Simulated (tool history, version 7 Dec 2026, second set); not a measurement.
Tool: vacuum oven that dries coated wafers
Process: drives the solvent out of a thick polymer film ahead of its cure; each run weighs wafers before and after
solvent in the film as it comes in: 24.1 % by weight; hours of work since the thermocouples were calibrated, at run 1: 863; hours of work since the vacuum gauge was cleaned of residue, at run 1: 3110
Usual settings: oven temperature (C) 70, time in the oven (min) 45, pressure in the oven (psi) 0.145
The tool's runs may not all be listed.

| run | day | oven temperature (C) | time in the oven (min) | pressure in the oven (psi) | hours of work since the thermocouples were calibrated | hours of work since the vacuum gauge was cleaned of residue | solvent left in the film (%) |
|---|---|---|---|---|---|---|---|
| 1 | 0.000 | 70 | 45 | 0.145 | 863 | 3110 | 4.09 |
| 2 | 3.475 | 70 | 45 | 0.161 | 915 | 3162 | 4.03 |
| 3 | 7.588 | 70 | 53 | 0.161 | 978 | 3225 | 3.29 |
| 4 | 12.400 | 70 | 45 | 0.145 | 1050 | 3298 | 4.03 |
| 5 | 15.829 | 70 | 27 | 0.145 | 1102 | 3350 | 7.11 |
|  | 16.358 | vacuum gauge cleaned of residue and calibrated |
| 6 | 18.117 | 70 | 27 | 0.145 | 1136 | 27 | 6.50 |
| 7 | 23.129 | 70 | 45 | 0.145 | 1212 | 103 | 3.19 |
| 8 | 27.221 | 70 | 45 | 0.145 | 1274 | 165 | 3.24 |
| 9 | 31.504 | 70 | 45 | 0.109 | 1339 | 229 | 2.92 |
|  | 33.675 | oven's thermocouples calibrated |
| 10 | 36.325 | 70 | 45 | 0.109 | 40 | 301 | 4.09 |
| 11 | 40.317 | 70 | 45 | 0.109 | 101 | 362 | 4.07 |
| 12 | 43.996 | 70 | 45 | 0.123 | 156 | 417 | 4.09 |
| 13 | 48.625 | 70 | 45 | 0.145 | 227 | 488 | 3.98 |

The next listed run, before its measurement:
| 14 | 51.121 | 68 | 45 | 0.177 | 264 | 525 | ? |

{"run 14": {"solvent left in the film (%)": 4.98}}
Without the tool's hidden state the same run would have given solvent left in the film (%) 5.12.

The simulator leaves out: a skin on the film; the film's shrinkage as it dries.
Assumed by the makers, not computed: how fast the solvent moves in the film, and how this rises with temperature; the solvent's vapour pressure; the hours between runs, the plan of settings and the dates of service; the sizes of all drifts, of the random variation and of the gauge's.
